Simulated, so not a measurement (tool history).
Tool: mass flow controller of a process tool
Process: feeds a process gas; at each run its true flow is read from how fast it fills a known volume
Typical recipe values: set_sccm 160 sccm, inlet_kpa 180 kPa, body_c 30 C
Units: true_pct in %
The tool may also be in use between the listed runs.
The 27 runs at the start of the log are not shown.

run    hour  set_sccm  inlet_kpa  body_c  hours of work since the controller was set to zero  hours of work since the controller was changed  true_pct
 28  2991.2       165        180      30                                                3756                                            3756     102.3
 29  3116.7       165        180      30                                                3831                                            3831     102.3
 30  3263.1        28        254      22                                                3918                                            3918    105.34
 31  3354.3        81        174      30                                                3972                                            3972     102.8
 32  3439.3       150        180      29                                                4023                                            4023    102.35
 33  3510.2        62        164      30                                                4065                                            4065    103.25
 34  3585.9        62        164      30                                                4110                                            4110    103.29
 35    3665       197        230      38                                                4157                                            4157    103.15
 36  3749.9       197        230      38                                                4208                                            4208    103.01

What if the next run were any one of these 4? Each begins from the tool's condition after run 36:
  A  3845.6       139        209      36                                                4264                                            4264         ?
  B  3845.6       181        180      30                                                4264                                            4264         ?
  C  3845.6       157        180      30                                                4264                                            4264         ?
  D  3845.6       160        199      27                                                4264                                            4264         ?

run  true_pct
  A    103.04
  B    102.41
  C    102.47
  D     102.5
Had the tool no hidden state, the same runs would have come out as:
run  true_pct
  A    100.47
  B    100.04
  C       100
  D    100.04

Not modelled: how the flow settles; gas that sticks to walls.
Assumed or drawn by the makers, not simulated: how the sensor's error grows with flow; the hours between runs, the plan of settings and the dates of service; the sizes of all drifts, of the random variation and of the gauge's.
